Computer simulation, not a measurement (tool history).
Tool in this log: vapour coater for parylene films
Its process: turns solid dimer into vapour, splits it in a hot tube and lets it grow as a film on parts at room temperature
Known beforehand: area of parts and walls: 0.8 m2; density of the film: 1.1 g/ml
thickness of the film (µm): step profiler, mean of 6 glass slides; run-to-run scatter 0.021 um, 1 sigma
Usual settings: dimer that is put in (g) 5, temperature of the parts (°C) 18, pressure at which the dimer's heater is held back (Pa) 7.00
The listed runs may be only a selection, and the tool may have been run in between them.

run    hour  dimer that is put in (g)  temperature of the parts (°C)  pressure at which the dimer's heater is held back (Pa)  thickness of the film (µm)
  1     0.0                         5                             18                                                    7.00                        3.23
  2    65.1                         6                             18                                                    7.00                        3.78
  3   101.8                         5                             18                                                    4.68                        3.34
  4   168.0                         5                             18                                                    4.68                        3.30
  5   205.0                         5                             11                                                    7.00                        4.34
  6   270.9                         5                             11                                                    7.00                        4.28
  7   328.5                         8                             18                                                    7.00                        4.83
  8   359.1                         5                             23                                                    7.00                        2.40
  9   388.8                         4                             18                                                    7.00                        2.42
 10   460.6                         4                             18                                                    7.00                        2.37
      489.5  -- trap's valve overhauled
 11   508.6                         4                             18                                                    7.00                        2.55
 12   544.3                         4                             18                                                    7.00                        2.55
 13   575.7                         4                             18                                                    7.00                        2.54
 14   630.6                         4                             18                                                    7.00                        2.47
 15   676.9                         4                             18                                                    7.00                        2.48
 16   736.7                         5                             18                                                   11.26                        2.85
 17   808.7                         5                             16                                                    7.00                        3.37
 18   861.8                         5                             16                                                    7.00                        3.36
 19   890.8                         5                             16                                                    7.00                        3.31
 20   956.4                         5                             16                                                    7.00                        3.27
 21   998.9                         5                             23                                                    7.00                        2.33
     1060.5  -- trap's valve overhauled
 22  1060.5                         5                             23                                                    7.00                        2.50
 23  1111.2                         5                             23                                                    7.00                        2.47
 24  1154.8                         2                             11                                                    7.00                        1.74
 25  1218.1                         2                             11                                                    5.23                        1.81
 26  1267.0                         3                             11                                                    2.44                        3.07
 27  1301.6                         8                             24                                                    5.40                        3.83
 28  1333.4                         3                             19                                                    4.51                        1.85
 29  1384.4                         5                             27                                                    4.51                        2.09
 30  1431.2                         5                             18                                                    9.24                        2.87
 31  1485.1                         5                             26                                                    7.00                        2.03
 32  1546.2                         7                             18                                                    2.82                        4.71
 33  1593.8                         5                             18                                                    7.44                        2.89
     1629.6  -- trap's valve overhauled
 34  1650.4                         5                             18                                                    7.44                        3.17
 35  1696.7                         6                             18                                                    2.14                        4.52
 36  1738.7                         3                             18                                                    7.00                        1.86
 37  1800.9                         3                             18                                                    7.00                        1.82
 38  1857.8                         3                             18                                                    7.00                        1.83
 39  1909.2                         3                             13                                                    7.00                        2.32
 40  1970.3                         2                             19                                                    6.59                        1.14
 41  2014.7                         7                             18                                                    6.59                        4.22
 42  2052.9                         8                             20                                                    2.71                        4.97
 43  2108.5                         4                             17                                                    9.66                        2.35
 44  2174.0                         3                             22                                                    3.85                        1.55
     2198.8  -- trap's valve overhauled
 45  2247.6                         5                             11                                                   11.23                        4.03
 46  2319.4                         7                             15                                                    3.71                        5.46

Pick out some run-to-run changes in thickness of the film (µm). Of each, how much would a tool without hidden state show as well, from the settings, what came in and chance, and how much is left for the hidden state and any gauge scatter not in both results compared?
What the log doesn't record here: vapour lost through the trap's worn valve, %; true temperature of the parts over the reading, C; drift of the gauge itself on film_um, %.
Run 31 -> 32: dimer that is put in (g) 5 -> 7, temperature of the parts (°C) 26 -> 18, pressure at which the dimer's heater is held back (Pa) 7.00 -> 2.82. thickness of the film (µm) +2.68: hidden state -0.33, all else +3.01.
Run 33 -> 34: trap's valve overhauled. thickness of the film (µm) +0.28: hidden state +0.26, all else +0.02.
Run 35 -> 36: dimer that is put in (g) 6 -> 3, pressure at which the dimer's heater is held back (Pa) 2.14 -> 7.00. thickness of the film (µm) -2.66: hidden state +0.09, all else -2.75.
Run 40 -> 41: dimer that is put in (g) 2 -> 7, temperature of the parts (°C) 19 -> 18. thickness of the film (µm) +3.08: hidden state -0.30, all else +3.38.
